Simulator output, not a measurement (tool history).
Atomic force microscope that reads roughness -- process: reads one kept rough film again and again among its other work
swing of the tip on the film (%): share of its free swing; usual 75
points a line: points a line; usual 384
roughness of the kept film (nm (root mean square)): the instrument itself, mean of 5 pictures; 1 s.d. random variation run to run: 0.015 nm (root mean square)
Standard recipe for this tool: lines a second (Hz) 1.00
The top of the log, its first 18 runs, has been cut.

| run | hour | lines a second (Hz) | swing of the tip on the film (%) | points a line | roughness of the kept film (nm (root mean square)) |
|---|---|---|---|---|---|
| 19 | 149.9 | 1.00 | 75 | 856 | 3.544 |
| 20 | 160.5 | 1.00 | 75 | 384 | 3.450 |
| 21 | 171.7 | 0.72 | 75 | 384 | 3.475 |
| 22 | 182.0 | 0.72 | 75 | 384 | 3.386 |
| 23 | 187.1 | 3.92 | 75 | 384 | 2.821 |
| 24 | 199.3 | 3.92 | 75 | 384 | 2.754 |
| 25 | 209.9 | 0.55 | 75 | 384 | 3.315 |
|  | 215.9 | new tip fitted |
| 26 | 220.0 | 2.96 | 75 | 384 | 3.184 |
| 27 | 227.5 | 0.68 | 70 | 435 | 3.658 |
| 28 | 238.3 | 2.19 | 70 | 395 | 3.339 |
| 29 | 248.3 | 2.12 | 65 | 292 | 3.359 |
| 30 | 253.9 | 2.00 | 75 | 779 | 3.182 |
| 31 | 263.8 | 0.58 | 84 | 268 | 3.352 |
| 32 | 275.4 | 0.60 | 75 | 271 | 3.376 |
| 33 | 284.1 | 1.00 | 61 | 347 | 3.362 |
|  | 286.1 | height scale calibrated on a step standard |
| 34 | 297.0 | 1.52 | 75 | 874 | 3.077 |
|  | 299.5 | new tip fitted |
| 35 | 303.4 | 1.36 | 74 | 654 | 3.538 |
| 36 | 309.5 | 1.80 | 59 | 654 | 3.653 |
| 37 | 320.6 | 1.00 | 70 | 384 | 3.545 |
| 38 | 332.5 | 2.66 | 60 | 315 | 3.393 |
|  | 342.5 | height scale calibrated on a step standard, once more |
| 39 | 345.3 | 3.71 | 57 | 998 | 3.299 |
| 40 | 353.0 | 2.13 | 72 | 329 | 3.133 |

Run 41, settings as shown, results not yet in. Your forecast:
| 41 | 358.6 | 3.52 | 62 | 655 | ? |

Run 41 measured roughness of the kept film (nm (root mean square)) 3.165.
On a tool with no hidden condition, and with the same random variation, this run would have come out at roughness of the kept film (nm (root mean square)) 3.490.
